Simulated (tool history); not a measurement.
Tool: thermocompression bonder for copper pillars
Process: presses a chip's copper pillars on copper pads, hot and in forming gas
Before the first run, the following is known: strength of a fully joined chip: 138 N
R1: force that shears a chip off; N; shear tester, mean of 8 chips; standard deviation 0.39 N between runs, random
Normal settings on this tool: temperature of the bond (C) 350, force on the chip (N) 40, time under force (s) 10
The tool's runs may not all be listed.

Run 1, hour 0.0: usual settings. Result: R1 76.4 N.
Run 2, hour 5.5: usual settings. Result: R1 76.4 N.
Run 3, hour 12.9: usual settings. Result: R1 76.3 N.
Run 4, hour 20.1: usual settings. Result: R1 76.8 N.
Run 5, hour 25.9: usual settings. Result: R1 77.3 N.
Run 6, hour 34.5: usual settings. Result: R1 76.8 N.
Run 7, hour 41.8: usual settings. Result: R1 76.9 N.
Run 8, hour 47.1: usual settings. Result: R1 77.2 N.
Run 9, hour 56.9: usual settings. Result: R1 77.1 N.
Run 10, hour 63.2: usual settings. Result: R1 77.9 N.
Run 11, hour 67.8: usual settings. Result: R1 77.6 N.
Run 12, hour 74.7: usual settings but time under force (s) 29. Result: R1 104.3 N.
Run 13, hour 84.7: usual settings but time under force (s) 29. Result: R1 104.3 N.
Run 14, hour 93.4: usual settings but temperature of the bond (C) 360. Result: R1 82.2 N.
Run 15, hour 100.2: usual settings but time under force (s) 27. Result: R1 102.3 N.
Run 16, hour 106.7: usual settings but time under force (s) 27. Result: R1 102.4 N.
Run 17, hour 114.7: usual settings but force on the chip (N) 33, time under force (s) 15. Result: R1 75.4 N.
Run 18, hour 125.0: usual settings but temperature of the bond (C) 346, time under force (s) 7. Result: R1 67.4 N.
Run 19, hour 132.1: usual settings but temperature of the bond (C) 331, force on the chip (N) 42, time under force (s) 6. Result: R1 60.8 N.
Run 20, hour 138.5: usual settings but temperature of the bond (C) 337, force on the chip (N) 47, time under force (s) 24. Result: R1 104.7 N.
Run 21, hour 143.0: usual settings but temperature of the bond (C) 337, force on the chip (N) 47, time under force (s) 24. Result: R1 105.1 N.
Run 22, hour 149.0: usual settings but temperature of the bond (C) 366, force on the chip (N) 50, time under force (s) 21. Result: R1 117.0 N.
Run 23, hour 153.8: usual settings but temperature of the bond (C) 366, force on the chip (N) 50, time under force (s) 21. Result: R1 116.4 N.
Run 24, hour 160.9: usual settings but temperature of the bond (C) 366, force on the chip (N) 50, time under force (s) 21. Result: R1 117.0 N.
Run 25, hour 170.4: usual settings but temperature of the bond (C) 366, force on the chip (N) 50, time under force (s) 21. Result: R1 117.3 N.
Run 26, hour 178.0: usual settings but temperature of the bond (C) 376, force on the chip (N) 26, time under force (s) 14. Result: R1 69.6 N.
Run 27, hour 188.1: usual settings but time under force (s) 12. Result: R1 83.2 N.

Forecast each of these 3 alternatives for the next run:
Run A, hour 198.1: usual settings but temperature of the bond (C) 362, force on the chip (N) 26, time under force (s) 12. Result: R1 ?.
Run B, hour 198.1: usual settings but temperature of the bond (C) 329, force on the chip (N) 38, time under force (s) 11. Result: R1 ?.
Run C, hour 198.1: usual settings but force on the chip (N) 44, time under force (s) 17. Result: R1 ?.

run    R1
  A  60.9
  B  68.4
  C  98.7
Without the tool's unlogged condition, the same runs would have read:
run    R1
  A  59.6
  B  67.0
  C  96.5

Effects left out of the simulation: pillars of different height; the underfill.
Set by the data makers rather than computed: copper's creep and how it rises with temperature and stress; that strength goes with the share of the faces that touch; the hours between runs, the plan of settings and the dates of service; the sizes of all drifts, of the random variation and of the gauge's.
